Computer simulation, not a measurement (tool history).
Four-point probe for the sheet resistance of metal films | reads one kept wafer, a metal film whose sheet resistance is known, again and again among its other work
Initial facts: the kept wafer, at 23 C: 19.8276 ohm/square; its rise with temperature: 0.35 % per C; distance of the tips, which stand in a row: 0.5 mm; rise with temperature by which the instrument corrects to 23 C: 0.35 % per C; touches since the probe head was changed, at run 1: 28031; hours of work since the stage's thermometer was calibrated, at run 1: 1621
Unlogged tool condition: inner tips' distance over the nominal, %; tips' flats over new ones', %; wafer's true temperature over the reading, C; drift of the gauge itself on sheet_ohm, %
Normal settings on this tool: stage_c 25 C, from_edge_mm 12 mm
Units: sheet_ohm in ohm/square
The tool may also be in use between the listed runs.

run,day,stage_c,from_edge_mm,touches since the probe head was changed,hours of work since the stage's thermometer was calibrated,sheet_ohm
1,0,25,12,28031,1621,19.773938
2,2.746,25,35,28785,1653,19.760844
3,5.475,25,12,29536,1685,19.777111
4,6.733,25,64,29882,1700,19.761586
5,9.667,25,64,30689,1735,19.760212
6,12.1,25,64,31358,1764,19.761809
7,14.192,19,64,31932,1789,19.764424
8,16.229,19,64,32492,1813,19.761338
9,18.838,25,51,33209,1843,19.758858
10,20.696,25,51,33720,1865,19.767723
11,22.912,25,51,34329,1892,19.754638
12,24.9,25,51,34876,1915,19.753046
13,27.629,25,51,35626,1947,19.760083
14,28.854,23,12,35963,1962,19.773052
15,30.562,23,12,36433,1982,19.775851
16,32.75,19,12,37034,2008,19.772064
17,34.475,25,66,37508,2028,19.76076
18,36.429,25,66,38045,2051,19.756467
19,38.746,25,66,38682,2079,19.752005
20,40.742,25,66,39231,2102,19.756226
21,42.746,34,66,39782,2126,19.758075
22,45.65,34,66,40581,2160,19.764683
23,47.533,34,66,41098,2183,19.760819
24,49.404,28,10,41613,2205,19.784845
25,50.679,25,5,41963,2220,19.863113
26,53.308,34,64,42686,2251,19.760001
27,55.375,33,3,43254,2275,20.050197
28,57.988,33,3,43972,2306,20.048534
29,60.279,21,3,44601,2333,20.046314
30,62.371,29,4,45176,2358,19.916957
31,65.092,22,5,45925,2390,19.855597
32,67.796,20,4,46668,2422,19.912051
33,69.962,30,12,47263,2448,19.779391
34,71.8,32,52,47769,2470,19.753277
35,73.838,31,25,48329,2494,19.755635
36,75.821,29,20,48874,2517,19.762071
37,78.325,25,6,49562,2547,19.824613
38,79.883,25,6,49991,2565,19.832503
39,82.546,25,6,50723,2597,19.827198
40,85.362,31,71,51497,2630,19.752927
41,87.746,26,12,52153,2658,19.769236
42,90.25,28,12,52841,2688,19.772281
43,91.683,28,12,53235,2705,19.770018
44,94.442,20,44,53993,2737,19.750699

Forecast each of these 5 alternatives for the next run:
A,95.775,24,11,54359,2753,?
B,95.775,22,3,54359,2753,?
C,95.775,19,11,54359,2753,?
D,95.775,29,23,54359,2753,?
E,95.775,19,6,54359,2753,?

run,sheet_ohm
A,19.776058
B,20.052616
C,19.768191
D,19.752119
E,19.819218
Without the tool's hidden state the same runs would have given:
run,sheet_ohm
A,19.853435
B,20.130618
C,19.844729
D,19.830192
E,19.895929
